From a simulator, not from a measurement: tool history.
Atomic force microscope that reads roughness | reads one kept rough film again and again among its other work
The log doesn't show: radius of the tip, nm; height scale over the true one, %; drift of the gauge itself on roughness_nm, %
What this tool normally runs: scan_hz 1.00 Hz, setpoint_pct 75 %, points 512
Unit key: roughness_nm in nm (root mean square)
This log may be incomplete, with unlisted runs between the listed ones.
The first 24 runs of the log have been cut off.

run     day  scan_hz  setpoint_pct  points  pictures with this tip  hours of work since the height scale was calibrated  roughness_nm
 25  53.067     1.66            88     462                     307                                                 1551         1.540
     53.333  -- new tip fitted
 26  55.088     3.13            88     484                      47                                                 1570         2.024
 27  57.675     1.00            71     729                     115                                                 1595         2.453
 28  60.296     2.43            60     521                     185                                                 1620         2.124
 29  62.712     2.43            56     277                     250                                                 1644         1.899
     65.162  -- new tip fitted
 30  65.342     2.10            66     277                       4                                                 1669         2.912
 31  66.646     1.00            87     512                      39                                                 1681         2.645
 32  69.267     1.31            79     891                     109                                                 1707         2.358
 33  70.508     1.31            79     891                     142                                                 1719         2.218
 34  71.733     1.31            79     891                     175                                                 1730         2.090
 35  74.638     2.44            77     288                     252                                                 1758         1.690
 36  75.917     1.12            67     697                     287                                                 1771         1.890
     77.038  -- new tip fitted
 37  78.396     1.21            89     668                      36                                                 1794         2.574
 38  80.029     1.28            70     713                      80                                                 1810         2.591
 39  82.579     1.28            70     713                     148                                                 1835         2.283
 40  83.775     1.00            73     412                     180                                                 1846         2.150
 41  86.083     1.13            75     354                     241                                                 1868         1.919

Below are 4 alternative next runs, each starting from the tool's condition after run 41. Predict each:
  A  87.758     1.00            74     377                     286                                                 1885             ?
  B  87.758     2.91            63     257                     286                                                 1885             ?
  C  87.758     1.49            75     680                     286                                                 1885             ?
  D  87.758     1.13            58     354                     286                                                 1885             ?

run  roughness_nm
  A         1.820
  B         1.718
  C         1.788
  D         1.880
What these runs would have given with no unlogged condition in the tool:
run  roughness_nm
  A         3.072
  B         2.904
  C         3.017
  D         3.177
